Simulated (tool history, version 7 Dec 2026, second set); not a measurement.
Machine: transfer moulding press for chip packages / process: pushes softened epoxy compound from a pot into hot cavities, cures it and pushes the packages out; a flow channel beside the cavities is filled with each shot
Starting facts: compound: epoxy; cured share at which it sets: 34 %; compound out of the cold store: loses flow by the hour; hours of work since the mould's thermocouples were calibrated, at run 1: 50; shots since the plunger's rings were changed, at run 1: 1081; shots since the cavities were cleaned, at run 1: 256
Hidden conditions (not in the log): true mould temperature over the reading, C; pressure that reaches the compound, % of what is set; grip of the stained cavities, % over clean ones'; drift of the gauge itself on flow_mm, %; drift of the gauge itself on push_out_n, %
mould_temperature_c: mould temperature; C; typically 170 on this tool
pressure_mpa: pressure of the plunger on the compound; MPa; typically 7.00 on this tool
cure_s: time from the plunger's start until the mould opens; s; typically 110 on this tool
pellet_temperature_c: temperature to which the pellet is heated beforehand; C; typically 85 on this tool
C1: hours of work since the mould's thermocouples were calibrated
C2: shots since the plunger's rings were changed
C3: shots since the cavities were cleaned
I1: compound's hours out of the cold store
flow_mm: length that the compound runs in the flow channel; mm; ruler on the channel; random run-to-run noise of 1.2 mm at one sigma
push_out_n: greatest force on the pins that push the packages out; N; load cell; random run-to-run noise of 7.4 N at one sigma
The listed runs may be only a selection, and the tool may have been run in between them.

Run 1, hour 0.0: usual settings; C1 50; C2 1081; C3 256; I1 13.7. Result: flow_mm 636 mm, push_out_n 441 N.
At hour 70.6: cavities cleaned with cleaning compound and waxed.
Run 2, hour 83.8: usual settings; C1 91; C2 1812; C3 118; I1 17.8. Result: flow_mm 624 mm, push_out_n 536 N.
Run 3, hour 138.3: usual settings; C1 119; C2 2296; C3 602; I1 11.3. Result: flow_mm 637 mm, push_out_n 544 N.
At hour 169.8: cavities cleaned with cleaning compound and waxed.
Run 4, hour 233.0: usual settings; C1 166; C2 3124; C3 562; I1 15.2. Result: flow_mm 623 mm, push_out_n 484 N.
At hour 268.9: cavities cleaned with cleaning compound and waxed.
Run 5, hour 317.1: usual settings; C1 208; C2 3857; C3 428; I1 19.6. Result: flow_mm 609 mm, push_out_n 467 N.
At hour 372.1: cavities cleaned with cleaning compound and waxed.
Run 6, hour 383.4: usual settings; C1 241; C2 4433; C3 101; I1 29.7. Result: flow_mm 581 mm, push_out_n 389 N.
Run 7, hour 453.1: usual settings; C1 276; C2 5051; C3 719; I1 24.9. Result: flow_mm 591 mm, push_out_n 491 N.
At hour 466.9: cavities cleaned with cleaning compound and waxed.
At hour 476.1: plunger's sealing rings changed.
Run 8, hour 543.5: usual settings but mould_temperature_c 163 C; C1 319; C2 599; C3 658; I1 35.6. Result: flow_mm 603 mm, push_out_n 694 N.
At hour 553.3: cavities cleaned with cleaning compound and waxed, once more.
Run 9, hour 607.1: usual settings but mould_temperature_c 173 C; C1 351; C2 1150; C3 478; I1 45.5. Result: flow_mm 555 mm, push_out_n 446 N.
At hour 650.3: cavities cleaned with cleaning compound and waxed.
Run 10, hour 699.1: usual settings; C1 397; C2 1953; C3 433; I1 38.5. Result: flow_mm 573 mm, push_out_n 470 N.
Run 11, hour 741.6: usual settings but pellet_temperature_c 93 C; C1 418; C2 2330; C3 810; I1 41.6. Result: flow_mm 565 mm, push_out_n 497 N.
At hour 748.9: cavities cleaned with cleaning compound and waxed.
Run 12, hour 800.6: usual settings but pellet_temperature_c 90 C; C1 447; C2 2841; C3 459; I1 27.1. Result: flow_mm 596 mm, push_out_n 469 N.
At hour 847.6: cavities cleaned with cleaning compound and waxed.
Run 13, hour 885.1: usual settings but pellet_temperature_c 90 C; C1 489; C2 3578; C3 333; I1 33.7. Result: flow_mm 577 mm, push_out_n 438 N.
At hour 945.7: cavities cleaned with cleaning compound and waxed.
Run 14, hour 953.5: usual settings but pellet_temperature_c 80 C; C1 523; C2 4172; C3 69; I1 25.5. Result: flow_mm 593 mm, push_out_n 387 N.
Run 15, hour 1005.6: usual settings but mould_temperature_c 176 C, cure_s 133 s, pellet_temperature_c 80 C; C1 549; C2 4635; C3 532; I1 40.5. Result: flow_mm 544 mm, push_out_n 403 N.
At hour 1047.9: cavities cleaned with cleaning compound and waxed.
At hour 1074.2: plunger's sealing rings changed.
Run 16, hour 1093.3: usual settings but mould_temperature_c 176 C, cure_s 133 s, pellet_temperature_c 80 C; C1 592; C2 170; C3 381; I1 38.9. Result: flow_mm 569 mm, push_out_n 405 N.
At hour 1128.2: mould's thermocouples calibrated.
At hour 1149.0: cavities cleaned with cleaning compound and waxed.
Run 17, hour 1186.6: usual settings but cure_s 95 s, pellet_temperature_c 95 C; C1 29; C2 968; C3 335; I1 33.9. Result: flow_mm 588 mm, push_out_n 504 N.
At hour 1246.7: cavities cleaned with cleaning compound and waxed.
Run 18, hour 1268.0: usual settings but mould_temperature_c 168 C, pressure_mpa 7.99 MPa, pellet_temperature_c 90 C; C1 69; C2 1677; C3 189; I1 32.1. Result: flow_mm 635 mm, push_out_n 428 N.
At hour 1346.1: cavities cleaned with cleaning compound and waxed.
Run 19, hour 1365.1: usual settings but mould_temperature_c 168 C, pressure_mpa 7.99 MPa, pellet_temperature_c 90 C; C1 117; C2 2526; C3 169; I1 47.2. Result: flow_mm 594 mm, push_out_n 424 N.
Run 20, hour 1438.6: usual settings but mould_temperature_c 168 C, pressure_mpa 7.99 MPa, cure_s 109 s, pellet_temperature_c 90 C; C1 155; C2 3178; C3 821; I1 17.0. Result: flow_mm 667 mm, push_out_n 534 N.
At hour 1446.3: cavities cleaned with cleaning compound and waxed.
Run 21, hour 1521.1: usual settings but mould_temperature_c 168 C, pressure_mpa 5.56 MPa, cure_s 109 s, pellet_temperature_c 90 C; C1 196; C2 3898; C3 665; I1 41.3. Result: flow_mm 502 mm, push_out_n 518 N.
At hour 1543.4: cavities cleaned with cleaning compound and waxed.
Run 22, hour 1611.7: usual settings but mould_temperature_c 166 C, pressure_mpa 5.56 MPa, cure_s 93 s, pellet_temperature_c 90 C; C1 241; C2 4689; C3 606; I1 32.9. Result: flow_mm 521 mm, push_out_n 755 N.
At hour 1640.3: cavities cleaned with cleaning compound and waxed.
At hour 1680.5: plunger's sealing rings changed.
Run 23, hour 1696.3: usual settings but mould_temperature_c 166 C, pressure_mpa 5.56 MPa, cure_s 93 s, pellet_temperature_c 90 C; C1 281; C2 140; C3 474; I1 16.3. Result: flow_mm 575 mm, push_out_n 750 N.
At hour 1742.0: cavities cleaned with cleaning compound and waxed.
Run 24, hour 1785.6: usual settings but mould_temperature_c 166 C, pressure_mpa 5.56 MPa, cure_s 93 s, pellet_temperature_c 90 C; C1 326; C2 920; C3 387; I1 17.3. Result: flow_mm 569 mm, push_out_n 786 N.
At hour 1837.2: cavities cleaned with cleaning compound and waxed.
Run 25, hour 1874.9: usual settings but mould_temperature_c 166 C, pressure_mpa 5.56 MPa, cure_s 93 s, pellet_temperature_c 90 C; C1 370; C2 1700; C3 335; I1 14.7. Result: flow_mm 575 mm, push_out_n 763 N.
At hour 1937.7: cavities cleaned with cleaning compound and waxed.
Run 26, hour 1963.2: usual settings but mould_temperature_c 167 C, pressure_mpa 5.87 MPa, cure_s 145 s, pellet_temperature_c 92 C; C1 414; C2 2471; C3 227; I1 47.5. Result: flow_mm 511 mm, push_out_n 391 N.

4 ways to go on from here, each from the tool as it stands after run 26. What would each give?
Run A, hour 2020.4: usual settings but mould_temperature_c 165 C, pressure_mpa 5.50 MPa, cure_s 135 s, pellet_temperature_c 92 C; C1 443; C2 2978; C3 734; I1 24.2. Result: flow_mm ?, push_out_n ?.
Run B, hour 2020.4: usual settings but mould_temperature_c 172 C, pressure_mpa 5.87 MPa, cure_s 119 s, pellet_temperature_c 78 C; C1 443; C2 2978; C3 734; I1 35.3. Result: flow_mm ?, push_out_n ?.
Run C, hour 2020.4: usual settings but mould_temperature_c 167 C, pressure_mpa 5.84 MPa, cure_s 141 s, pellet_temperature_c 92 C; C1 443; C2 2978; C3 734; I1 35.7. Result: flow_mm ?, push_out_n ?.
Run D, hour 2020.4: usual settings but mould_temperature_c 165 C, pressure_mpa 8.06 MPa, cure_s 133 s; C1 443; C2 2978; C3 734; I1 28.7. Result: flow_mm ?, push_out_n ?.

run  flow_mm  push_out_n
  A      545         490
  B      526         453
  C      532         465
  D      649         500
Stripped of hidden state, with their random variation kept, the same runs would have yielded:
run  flow_mm  push_out_n
  A      556         343
  B      537         321
  C      544         330
  D      663         350
